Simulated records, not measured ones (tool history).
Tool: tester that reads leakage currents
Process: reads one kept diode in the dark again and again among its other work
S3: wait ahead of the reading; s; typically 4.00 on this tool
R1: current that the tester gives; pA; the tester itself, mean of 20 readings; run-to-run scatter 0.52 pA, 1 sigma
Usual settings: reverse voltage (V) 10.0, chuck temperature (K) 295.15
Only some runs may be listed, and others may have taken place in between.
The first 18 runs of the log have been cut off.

{"run": 19, "day": 28.312, "reverse voltage (V)": 10.0, "chuck temperature (K)": 295.15, "S3": 4.0, "R1": 174.53}
{"run": 20, "day": 29.829, "reverse voltage (V)": 10.0, "chuck temperature (K)": 295.15, "S3": 5.3, "R1": 173.47}
{"run": 21, "day": 31.525, "reverse voltage (V)": 2.8, "chuck temperature (K)": 295.15, "S3": 5.3, "R1": 89.09}
{"run": 22, "day": 32.938, "reverse voltage (V)": 10.0, "chuck temperature (K)": 294.15, "S3": 1.82, "R1": 158.19}
{"run": 23, "day": 34.267, "reverse voltage (V)": 15.5, "chuck temperature (K)": 323.15, "S3": 3.25, "R1": 2475.09}
{"run": 24, "day": 36.442, "reverse voltage (V)": 9.8, "chuck temperature (K)": 305.15, "S3": 3.81, "R1": 427.73}
{"run": 25, "day": 38.683, "reverse voltage (V)": 15.7, "chuck temperature (K)": 295.15, "S3": 2.83, "R1": 217.81}
{"run": 26, "day": 40.258, "reverse voltage (V)": 15.7, "chuck temperature (K)": 295.15, "S3": 2.83, "R1": 217.98}
{"run": 27, "day": 41.671, "reverse voltage (V)": 15.7, "chuck temperature (K)": 295.15, "S3": 2.83, "R1": 218.17}
{"run": 28, "day": 43.933, "reverse voltage (V)": 15.7, "chuck temperature (K)": 295.15, "S3": 2.83, "R1": 217.76}
{"run": 29, "day": 45.771, "reverse voltage (V)": 2.0, "chuck temperature (K)": 319.15, "S3": 1.76, "R1": 612.25}
{"run": 30, "day": 47.596, "reverse voltage (V)": 7.2, "chuck temperature (K)": 295.15, "S3": 4.0, "R1": 143.05}
{"run": 31, "day": 49.217, "reverse voltage (V)": 7.2, "chuck temperature (K)": 295.15, "S3": 4.0, "R1": 141.9}
{"run": 32, "day": 50.988, "reverse voltage (V)": 1.8, "chuck temperature (K)": 322.15, "S3": 4.0, "R1": 732.94}
{"run": 33, "day": 52.588, "reverse voltage (V)": 3.7, "chuck temperature (K)": 297.15, "S3": 5.92, "R1": 120.08}
{"run": 34, "day": 54.617, "reverse voltage (V)": 3.7, "chuck temperature (K)": 308.15, "S3": 2.69, "R1": 324.75}
{"run": 35, "day": 56.925, "reverse voltage (V)": 1.6, "chuck temperature (K)": 329.15, "S3": 1.76, "R1": 1193.08}
{"run": 36, "day": 58.062, "reverse voltage (V)": 1.6, "chuck temperature (K)": 302.15, "S3": 1.76, "R1": 123.07}
{"run": 37, "day": 59.988, "reverse voltage (V)": 1.1, "chuck temperature (K)": 304.15, "S3": 0.47, "R1": 120.74}
{"run": 38, "day": 61.233, "reverse voltage (V)": 17.5, "chuck temperature (K)": 303.15, "S3": 3.88, "R1": 465.04}
{"run": 39, "day": 62.554, "reverse voltage (V)": 2.4, "chuck temperature (K)": 325.15, "S3": 4.0, "R1": 1065.86}
{"run": 40, "day": 64.775, "reverse voltage (V)": 2.4, "chuck temperature (K)": 325.15, "S3": 4.0, "R1": 1064.24}
{"run": 41, "day": 66.271, "reverse voltage (V)": 2.4, "chuck temperature (K)": 325.15, "S3": 4.0, "R1": 1056.51}

Predict each of these 3 candidate next runs independently; none follows another, all start after run 41:
{"run": "A", "day": 67.858, "reverse voltage (V)": 2.4, "chuck temperature (K)": 314.15, "S3": 5.72, "R1": "?"}
{"run": "B", "day": 67.858, "reverse voltage (V)": 10.0, "chuck temperature (K)": 311.15, "S3": 0.48, "R1": "?"}
{"run": "C", "day": 67.858, "reverse voltage (V)": 2.3, "chuck temperature (K)": 295.15, "S3": 0.32, "R1": "?"}

run=A R1=427.08
run=B R1=690.48
run=C R1=76.73
What these runs would have given with no unlogged condition in the tool:
run=A R1=460.95
run=B R1=740.95
run=C R1=82.04

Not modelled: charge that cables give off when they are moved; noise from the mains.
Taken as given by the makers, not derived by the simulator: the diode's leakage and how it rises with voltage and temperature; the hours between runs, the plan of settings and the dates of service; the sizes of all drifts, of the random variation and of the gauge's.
